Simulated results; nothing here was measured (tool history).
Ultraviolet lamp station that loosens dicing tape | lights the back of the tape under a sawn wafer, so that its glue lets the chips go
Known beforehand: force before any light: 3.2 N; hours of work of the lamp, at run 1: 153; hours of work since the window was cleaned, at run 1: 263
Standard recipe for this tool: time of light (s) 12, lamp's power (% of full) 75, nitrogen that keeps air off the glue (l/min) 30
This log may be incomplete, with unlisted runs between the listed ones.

| run | hour | time of light (s) | lamp's power (% of full) | nitrogen that keeps air off the glue (l/min) | hours of work of the lamp | hours of work since the window was cleaned | force that peels the tape off (N) | light that reached the tape (mJ/cm²) |
|---|---|---|---|---|---|---|---|---|
| 1 | 0.0 | 12 | 75 | 30 | 153 | 263 | 0.583 | 346 |
| 2 | 48.7 | 12 | 75 | 30 | 176 | 286 | 0.565 | 349 |
| 3 | 120.8 | 12 | 75 | 30 | 209 | 320 | 0.587 | 343 |
| 4 | 200.0 | 12 | 75 | 30 | 246 | 356 | 0.564 | 349 |
| 5 | 272.1 | 12 | 75 | 30 | 280 | 390 | 0.585 | 343 |
|  | 296.5 | window cleaned of glue's vapour |
| 6 | 319.5 | 6 | 75 | 30 | 301 | 11 | 1.254 | 171 |
| 7 | 374.0 | 6 | 75 | 30 | 327 | 36 | 1.244 | 177 |
| 8 | 453.6 | 12 | 62 | 30 | 364 | 73 | 0.730 | 286 |
| 9 | 511.5 | 12 | 62 | 30 | 390 | 100 | 0.734 | 287 |
| 10 | 564.6 | 12 | 62 | 30 | 415 | 125 | 0.736 | 285 |
| 11 | 620.9 | 12 | 62 | 30 | 441 | 151 | 0.761 | 288 |
| 12 | 681.1 | 21 | 75 | 30 | 469 | 179 | 0.308 | 608 |
| 13 | 729.5 | 21 | 75 | 30 | 492 | 201 | 0.293 | 608 |
| 14 | 805.6 | 12 | 75 | 14 | 527 | 236 | 0.739 | 346 |
| 15 | 871.3 | 12 | 75 | 14 | 558 | 267 | 0.754 | 342 |
| 16 | 912.3 | 12 | 75 | 30 | 577 | 286 | 0.601 | 347 |
| 17 | 959.7 | 9 | 75 | 30 | 599 | 308 | 0.832 | 261 |
| 18 | 1006.6 | 12 | 75 | 30 | 620 | 330 | 0.599 | 345 |
| 19 | 1044.6 | 12 | 75 | 30 | 638 | 347 | 0.569 | 344 |
| 20 | 1086.8 | 7 | 88 | 56 | 658 | 367 | 0.807 | 238 |
| 21 | 1151.5 | 7 | 88 | 56 | 688 | 397 | 0.775 | 237 |
|  | 1164.2 | window cleaned of glue's vapour |
| 22 | 1197.8 | 12 | 62 | 52 | 709 | 16 | 0.647 | 283 |
| 23 | 1242.5 | 23 | 80 | 16 | 730 | 36 | 0.303 | 706 |
| 24 | 1282.7 | 12 | 79 | 39 | 748 | 55 | 0.517 | 360 |
| 25 | 1323.7 | 17 | 75 | 11 | 767 | 74 | 0.511 | 490 |
| 26 | 1369.5 | 19 | 75 | 30 | 789 | 95 | 0.339 | 552 |
| 27 | 1405.9 | 19 | 75 | 30 | 806 | 112 | 0.325 | 549 |
| 28 | 1468.7 | 7 | 98 | 33 | 835 | 141 | 0.803 | 266 |
| 29 | 1504.0 | 12 | 81 | 14 | 851 | 158 | 0.658 | 368 |
| 30 | 1588.0 | 24 | 62 | 18 | 890 | 197 | 0.372 | 573 |
| 31 | 1648.0 | 7 | 67 | 30 | 918 | 225 | 1.146 | 182 |
| 32 | 1699.1 | 7 | 67 | 30 | 942 | 248 | 1.255 | 180 |
| 33 | 1749.4 | 7 | 61 | 30 | 965 | 272 | 1.352 | 166 |
| 34 | 1815.7 | 7 | 61 | 30 | 996 | 303 | 1.296 | 164 |
| 35 | 1874.7 | 8 | 74 | 22 | 1023 | 330 | 1.041 | 231 |
| 36 | 1952.7 | 7 | 71 | 53 | 1060 | 366 | 1.058 | 192 |
|  | 2027.5 | window cleaned of glue's vapour |
| 37 | 2031.9 | 17 | 90 | 38 | 1096 | 2 | 0.292 | 590 |

Branching from run 37: 4 alternative next runs. What would each branch give?
| A | 2088.4 | 13 | 90 | 38 | 1122 | 28 | ? | ? |
| B | 2088.4 | 10 | 79 | 31 | 1122 | 28 | ? | ? |
| C | 2088.4 | 6 | 70 | 38 | 1122 | 28 | ? | ? |
| D | 2088.4 | 7 | 94 | 38 | 1122 | 28 | ? | ? |

| run | force that peels the tape off (N) | light that reached the tape (mJ/cm²) |
|---|---|---|
| A | 0.373 | 452 |
| B | 0.669 | 304 |
| C | 1.260 | 162 |
| D | 0.811 | 252 |
What these runs would have given with no unlogged condition in the tool:
| run | force that peels the tape off (N) | light that reached the tape (mJ/cm²) |
|---|---|---|
| A | 0.372 | 453 |
| B | 0.667 | 305 |
| C | 1.257 | 163 |
| D | 0.808 | 253 |
